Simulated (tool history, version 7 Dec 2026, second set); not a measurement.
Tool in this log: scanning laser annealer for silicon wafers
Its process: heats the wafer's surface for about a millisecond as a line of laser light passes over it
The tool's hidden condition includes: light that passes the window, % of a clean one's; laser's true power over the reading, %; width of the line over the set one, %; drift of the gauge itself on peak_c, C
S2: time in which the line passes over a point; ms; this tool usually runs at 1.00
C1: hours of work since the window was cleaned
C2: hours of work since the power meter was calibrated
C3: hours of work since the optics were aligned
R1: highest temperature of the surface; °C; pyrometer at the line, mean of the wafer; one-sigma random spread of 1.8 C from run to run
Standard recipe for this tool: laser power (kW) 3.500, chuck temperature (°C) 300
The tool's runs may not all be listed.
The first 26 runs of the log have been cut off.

run 27 hour=1514.1 | laser_power_(kW)=3.205 S2=0.82 chuck_temperature_(°C)=337 | C1=384 C2=1209 C3=947 | R1=914
-- hour=1549.0 window over the wafer cleaned
run 28 hour=1593.0 | laser_power_(kW)=3.500 S2=1.00 chuck_temperature_(°C)=317 | C1=35 C2=1270 C3=1008 | R1=1039
run 29 hour=1652.1 | laser_power_(kW)=3.500 S2=0.97 chuck_temperature_(°C)=299 | C1=82 C2=1318 C3=1055 | R1=1007
run 30 hour=1694.8 | laser_power_(kW)=3.500 S2=0.70 chuck_temperature_(°C)=300 | C1=116 C2=1352 C3=1089 | R1=905
run 31 hour=1747.4 | laser_power_(kW)=3.083 S2=1.15 chuck_temperature_(°C)=300 | C1=158 C2=1394 C3=1131 | R1=971
run 32 hour=1838.4 | laser_power_(kW)=3.165 S2=0.90 chuck_temperature_(°C)=289 | C1=231 C2=1466 C3=1204 | R1=896
run 33 hour=1927.0 | laser_power_(kW)=3.255 S2=0.99 chuck_temperature_(°C)=337 | C1=301 C2=1537 C3=1274 | R1=979
run 34 hour=1997.0 | laser_power_(kW)=3.255 S2=0.73 chuck_temperature_(°C)=266 | C1=357 C2=1593 C3=1330 | R1=820

Branching from run 34: 5 alternative next runs. What would each branch give?
run A hour=2057.4 | laser_power_(kW)=3.161 S2=0.76 chuck_temperature_(°C)=295 | C1=405 C2=1641 C3=1378 | R1=?
run B hour=2057.4 | laser_power_(kW)=3.794 S2=0.80 chuck_temperature_(°C)=339 | C1=405 C2=1641 C3=1378 | R1=?
run C hour=2057.4 | laser_power_(kW)=3.500 S2=1.00 chuck_temperature_(°C)=337 | C1=405 C2=1641 C3=1378 | R1=?
run D hour=2057.4 | laser_power_(kW)=3.255 S2=0.73 chuck_temperature_(°C)=263 | C1=405 C2=1641 C3=1378 | R1=?
run E hour=2057.4 | laser_power_(kW)=3.500 S2=0.85 chuck_temperature_(°C)=279 | C1=405 C2=1641 C3=1378 | R1=?

run=A R1=839
run=B R1=1001
run=C R1=1019
run=D R1=814
run=E R1=911
Without the tool's unlogged condition, the same runs would have read:
run=A R1=882
run=B R1=1054
run=C R1=1074
run=D R1=858
run=E R1=962
